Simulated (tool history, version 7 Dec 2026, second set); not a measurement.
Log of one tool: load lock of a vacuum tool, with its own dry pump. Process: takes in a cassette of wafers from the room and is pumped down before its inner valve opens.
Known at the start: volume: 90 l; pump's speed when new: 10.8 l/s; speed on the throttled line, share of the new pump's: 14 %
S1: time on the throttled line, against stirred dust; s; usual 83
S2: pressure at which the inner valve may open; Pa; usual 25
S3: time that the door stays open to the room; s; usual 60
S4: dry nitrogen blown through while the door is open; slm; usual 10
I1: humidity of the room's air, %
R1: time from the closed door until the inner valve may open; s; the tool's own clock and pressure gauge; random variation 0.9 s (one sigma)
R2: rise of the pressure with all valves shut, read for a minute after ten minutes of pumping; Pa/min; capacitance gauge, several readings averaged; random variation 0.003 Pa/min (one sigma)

{"run": 1, "hour": 0.0, "S1": 83, "S2": 25, "S3": 60, "S4": 10, "I1": 45.1, "R1": 142.3, "R2": 0.143}
{"run": 2, "hour": 61.7, "S1": 83, "S2": 25, "S3": 60, "S4": 10, "I1": 44.2, "R1": 143.1, "R2": 0.147}
{"run": 3, "hour": 117.9, "S1": 83, "S2": 25, "S3": 60, "S4": 10, "I1": 44.7, "R1": 142.6, "R2": 0.147}
{"run": 4, "hour": 218.9, "S1": 83, "S2": 25, "S3": 60, "S4": 10, "I1": 43.9, "R1": 142.7, "R2": 0.159}
{"run": 5, "hour": 331.9, "S1": 83, "S2": 25, "S3": 60, "S4": 10, "I1": 42.1, "R1": 142.6, "R2": 0.16}
{"run": 6, "hour": 434.8, "S1": 83, "S2": 25, "S3": 60, "S4": 10, "I1": 41.4, "R1": 142.3, "R2": 0.164}
{"run": 7, "hour": 529.1, "S1": 83, "S2": 25, "S3": 60, "S4": 10, "I1": 44.8, "R1": 142.7, "R2": 0.179}
{"run": 8, "hour": 616.7, "S1": 83, "S2": 25, "S3": 60, "S4": 10, "I1": 43.4, "R1": 143.9, "R2": 0.18}
{"run": 9, "hour": 727.0, "S1": 83, "S2": 25, "S3": 60, "S4": 10, "I1": 44.0, "R1": 143.9, "R2": 0.183}
{"run": 10, "hour": 806.2, "S1": 83, "S2": 25, "S3": 60, "S4": 10, "I1": 42.5, "R1": 141.1, "R2": 0.191}
{"run": 11, "hour": 910.0, "S1": 83, "S2": 25, "S3": 36, "S4": 10, "I1": 47.7, "R1": 140.6, "R2": 0.189}
{"run": 12, "hour": 972.4, "S1": 83, "S2": 25, "S3": 36, "S4": 10, "I1": 42.7, "R1": 144.3, "R2": 0.198}
{"run": 13, "hour": 1089.3, "S1": 83, "S2": 23, "S3": 36, "S4": 10, "I1": 44.4, "R1": 142.6, "R2": 0.211}
{"run": 14, "hour": 1205.5, "S1": 83, "S2": 25, "S3": 60, "S4": 10, "I1": 44.4, "R1": 142.1, "R2": 0.224}
{"run": 15, "hour": 1255.5, "S1": 83, "S2": 25, "S3": 60, "S4": 10, "I1": 44.0, "R1": 142.1, "R2": 0.238}
{"run": 16, "hour": 1318.4, "S1": 50, "S2": 25, "S3": 60, "S4": 10, "I1": 42.0, "R1": 113.9, "R2": 0.231}
{"run": 17, "hour": 1377.8, "S1": 50, "S2": 25, "S3": 60, "S4": 10, "I1": 43.4, "R1": 114.8, "R2": 0.233}
{"run": 18, "hour": 1445.9, "S1": 50, "S2": 25, "S3": 60, "S4": 10, "I1": 43.9, "R1": 113.7, "R2": 0.24}
{"run": 19, "hour": 1496.7, "S1": 50, "S2": 25, "S3": 60, "S4": 10, "I1": 43.8, "R1": 115.2, "R2": 0.252}
{"run": 20, "hour": 1608.0, "S1": 109, "S2": 45, "S3": 60, "S4": 10, "I1": 44.4, "R1": 160.2, "R2": 0.259}
{"run": 21, "hour": 1694.5, "S1": 106, "S2": 34, "S3": 60, "S4": 6, "I1": 49.0, "R1": 158.8, "R2": 0.273}
{"run": 22, "hour": 1772.7, "S1": 124, "S2": 19, "S3": 60, "S4": 18, "I1": 44.8, "R1": 181.0, "R2": 0.254}
{"run": 23, "hour": 1879.6, "S1": 124, "S2": 19, "S3": 60, "S4": 18, "I1": 43.7, "R1": 179.3, "R2": 0.269}
{"run": 24, "hour": 1944.9, "S1": 124, "S2": 19, "S3": 60, "S4": 18, "I1": 46.3, "R1": 179.2, "R2": 0.276}
{"run": 25, "hour": 2019.5, "S1": 113, "S2": 19, "S3": 206, "S4": 18, "I1": 45.9, "R1": 169.2, "R2": 0.324}
{"run": 26, "hour": 2107.5, "S1": 74, "S2": 39, "S3": 91, "S4": 18, "I1": 46.0, "R1": 129.9, "R2": 0.296}
{"run": 27, "hour": 2215.0, "S1": 77, "S2": 39, "S3": 73, "S4": 34, "I1": 44.8, "R1": 132.7, "R2": 0.292}
{"run": 28, "hour": 2282.7, "S1": 89, "S2": 33, "S3": 64, "S4": 10, "I1": 46.0, "R1": 145.3, "R2": 0.313}
{"run": 29, "hour": 2398.8, "S1": 83, "S2": 32, "S3": 33, "S4": 8, "I1": 44.9, "R1": 141.2, "R2": 0.316}
{"run": 30, "hour": 2458.4, "S1": 83, "S2": 32, "S3": 35, "S4": 25, "I1": 44.1, "R1": 141.0, "R2": 0.317}
{"run": 31, "hour": 2574.9, "S1": 83, "S2": 32, "S3": 35, "S4": 25, "I1": 44.7, "R1": 141.2, "R2": 0.315}
{"run": 32, "hour": 2673.1, "S1": 79, "S2": 18, "S3": 41, "S4": 17, "I1": 43.0, "R1": 142.2, "R2": 0.339}
{"run": 33, "hour": 2758.5, "S1": 79, "S2": 18, "S3": 41, "S4": 17, "I1": 48.2, "R1": 143.2, "R2": 0.353}
{"run": 34, "hour": 2860.5, "S1": 79, "S2": 21, "S3": 41, "S4": 33, "I1": 46.5, "R1": 142.1, "R2": 0.354}
{"run": 35, "hour": 2915.2, "S1": 158, "S2": 36, "S3": 41, "S4": 33, "I1": 42.5, "R1": 203.5, "R2": 0.349}
{"run": 36, "hour": 2992.2, "S1": 74, "S2": 20, "S3": 235, "S4": 33, "I1": 39.5, "R1": 139.5, "R2": 0.396}
{"run": 37, "hour": 3104.1, "S1": 74, "S2": 20, "S3": 37, "S4": 33, "I1": 46.7, "R1": 139.2, "R2": 0.376}
{"run": 38, "hour": 3167.7, "S1": 74, "S2": 20, "S3": 37, "S4": 33, "I1": 44.9, "R1": 137.9, "R2": 0.382}

3 ways to go on from here, each from the tool as it stands after run 38. What would each give?
{"run": "A", "hour": 3248.9, "S1": 81, "S2": 25, "S3": 60, "S4": 10, "I1": 42.9, "R1": "?", "R2": "?"}
{"run": "B", "hour": 3248.9, "S1": 86, "S2": 20, "S3": 37, "S4": 26, "I1": 44.1, "R1": "?", "R2": "?"}
{"run": "C", "hour": 3248.9, "S1": 74, "S2": 20, "S3": 102, "S4": 33, "I1": 42.4, "R1": "?", "R2": "?"}

run=A R1=142.7 R2=0.413
run=B R1=149.1 R2=0.393
run=C R1=138.3 R2=0.401
Without the tool's hidden state the same runs would have given:
run=A R1=140.1 R2=0.042
run=B R1=146.2 R2=0.022
run=C R1=135.6 R2=0.037
